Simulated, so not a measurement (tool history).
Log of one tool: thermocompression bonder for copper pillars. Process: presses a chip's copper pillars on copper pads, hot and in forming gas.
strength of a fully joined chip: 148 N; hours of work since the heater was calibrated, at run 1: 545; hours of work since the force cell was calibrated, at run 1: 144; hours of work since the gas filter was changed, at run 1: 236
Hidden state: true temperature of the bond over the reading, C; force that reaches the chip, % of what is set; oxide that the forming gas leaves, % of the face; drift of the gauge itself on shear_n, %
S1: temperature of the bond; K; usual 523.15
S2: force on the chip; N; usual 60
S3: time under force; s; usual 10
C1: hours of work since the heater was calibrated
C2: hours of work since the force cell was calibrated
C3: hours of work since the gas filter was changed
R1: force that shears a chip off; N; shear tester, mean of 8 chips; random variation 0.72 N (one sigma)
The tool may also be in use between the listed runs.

| run | hour | S1 | S2 | S3 | C1 | C2 | C3 | R1 |
|---|---|---|---|---|---|---|---|---|
| 1 | 0 | 523.15 | 60 | 10 | 545 | 144 | 236 | 108.4 |
| 2 | 10.1 | 523.15 | 60 | 10 | 550 | 149 | 241 | 110.8 |
| 3 | 15.4 | 523.15 | 68 | 10 | 553 | 152 | 244 | 113.7 |
|  | 21.2 | heater calibrated with a thermocouple chip |
| 4 | 24.3 | 511.15 | 68 | 10 | 2 | 156 | 248 | 93.7 |
| 5 | 34 | 511.15 | 68 | 10 | 7 | 161 | 253 | 94.6 |
| 6 | 43.7 | 511.15 | 68 | 10 | 12 | 167 | 258 | 94.1 |
| 7 | 51.7 | 511.15 | 68 | 10 | 16 | 171 | 263 | 94.3 |
| 8 | 60.4 | 511.15 | 68 | 10 | 21 | 175 | 267 | 94.1 |
| 9 | 66.5 | 522.15 | 60 | 10 | 24 | 179 | 271 | 99.3 |
| 10 | 76.7 | 523.15 | 60 | 10 | 30 | 184 | 276 | 101.8 |
| 11 | 82.3 | 523.15 | 60 | 10 | 33 | 187 | 279 | 101.2 |
| 12 | 93.5 | 523.15 | 60 | 10 | 39 | 193 | 285 | 101 |
| 13 | 100.5 | 545.15 | 73 | 8 | 43 | 197 | 289 | 120 |
| 14 | 107.8 | 527.15 | 60 | 8 | 47 | 201 | 293 | 99.3 |
| 15 | 112.7 | 527.15 | 60 | 8 | 49 | 204 | 296 | 98.7 |
| 16 | 121.9 | 527.15 | 60 | 8 | 54 | 209 | 301 | 100.7 |
| 17 | 132.8 | 532.15 | 41 | 22 | 60 | 215 | 306 | 113.8 |
| 18 | 138 | 528.15 | 60 | 11 | 63 | 217 | 309 | 108.8 |
| 19 | 148.7 | 528.15 | 60 | 11 | 69 | 223 | 315 | 108.2 |
| 20 | 156.8 | 528.15 | 60 | 11 | 73 | 228 | 319 | 106.8 |
| 21 | 168.3 | 523.15 | 44 | 12 | 79 | 234 | 326 | 95.3 |

Some steps in R1 between neighbouring runs. How much of each would the tool show without its hidden state too (settings, what came in, random variation), and how much is left for the hidden state, with any gauge scatter that isn't in both results?
Run 3 -> 4: S1 523.15 -> 511.15, heater calibrated with a thermocouple chip. R1 -20 N: hidden state -7.1, all else -12.9.
Run 13 -> 14: S1 545.15 -> 527.15, S2 73 -> 60. R1 -20.7 N: hidden state +2.2, all else -22.9.

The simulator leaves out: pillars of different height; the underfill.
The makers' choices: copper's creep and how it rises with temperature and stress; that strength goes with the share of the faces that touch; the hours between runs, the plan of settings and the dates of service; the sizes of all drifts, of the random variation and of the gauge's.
